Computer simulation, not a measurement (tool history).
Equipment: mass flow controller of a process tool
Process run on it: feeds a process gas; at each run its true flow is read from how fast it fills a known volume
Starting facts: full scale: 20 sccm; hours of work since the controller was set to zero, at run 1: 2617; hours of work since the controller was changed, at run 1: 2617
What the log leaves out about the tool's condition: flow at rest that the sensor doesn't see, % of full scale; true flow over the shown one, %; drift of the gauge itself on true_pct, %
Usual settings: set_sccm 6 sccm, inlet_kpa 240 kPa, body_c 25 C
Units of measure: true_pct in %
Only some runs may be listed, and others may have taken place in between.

run	day	set_sccm	inlet_kpa	body_c	hours of work since the controller was set to zero	hours of work since the controller was changed	true_pct
1	0	6	240	25	2617	2617	99.66
2	4.996	6	240	21	2683	2683	99.65
3	9.671	6	240	25	2744	2744	99.68
4	17.088	2	240	25	2842	2842	102.18
5	25.525	2	240	25	2953	2953	102.29
6	30.867	6	240	25	3023	3023	99.68
7	39.133	3	240	25	3132	3132	101.06
8	46.021	6	240	27	3223	3223	99.68
9	53.442	6	240	29	3320	3320	99.52
10	62.133	6	240	29	3434	3434	99.56
11	70.129	6	240	29	3540	3540	99.48
12	74.017	9	240	25	3591	3591	99.3
13	82.838	6	242	25	3707	3707	99.78
14	88.45	6	185	25	3781	3781	100.13
15	96.404	6	185	25	3885	3885	100.24
16	104.342	6	185	25	3990	3990	100.26
17	111.562	6	185	25	4085	4085	100.2
18	117.171	6	185	25	4159	4159	100.34
19	120.912	6	185	25	4208	4208	100.12
20	128.588	6	240	22	4309	4309	99.9
21	133.088	6	240	25	4368	4368	99.96
22	141.892	6	240	25	4484	4484	99.76
23	150.346	6	240	25	4595	4595	99.89
24	155.225	6	240	25	4659	4659	99.9
25	162.029	15	179	25	4749	4749	99.35
26	170.508	15	179	25	4860	4860	99.38
27	178.046	13	240	36	4959	4959	98.54
28	183.254	6	170	21	5028	5028	100.58
29	187.054	6	254	21	5078	5078	100.04
30	193.229	6	191	40	5159	5159	99.72
31	197.904	5	240	25	5221	5221	100.37
32	203.054	6	240	24	5289	5289	100.01
33	206.996	6	240	24	5340	5340	100.06
34	214.667	6	164	29	5441	5441	100.29
35	218.708	18	164	25	5494	5494	99.29
36	225.954	6	155	23	5590	5590	100.77
37	230.608	3	240	25	5651	5651	102.45
38	238.288	3	240	34	5752	5752	102.07
# day 246.458: controller's zero set anew
39	246.742	3	168	39	4	5863	97.25
40	251.412	10	240	27	65	5924	97.37
41	257.875	10	240	27	150	6010	97.55
42	265.767	3	194	33	254	6113	97.52
43	270.667	3	194	33	319	6178	97.39
44	274.912	3	194	33	374	6234	97.58
45	283.217	7	240	25	484	6343	97.57
46	291.142	9	189	34	588	6447	97.36
47	299.075	6	213	26	692	6552	97.6
48	307.35	6	226	36	801	6660	97.22

What if the next run were any one of these 4? Each begins from the tool's condition after run 48:
A	314.892	10	226	36	900	6760	?
B	314.892	6	265	32	900	6760	?
C	314.892	6	145	23	900	6760	?
D	314.892	13	218	25	900	6760	?

run	true_pct
A	97.23
B	97.01
C	98.2
D	97.76
Without the tool's unlogged condition, the same runs would have read:
run	true_pct
A	99.05
B	98.68
C	99.86
D	99.63
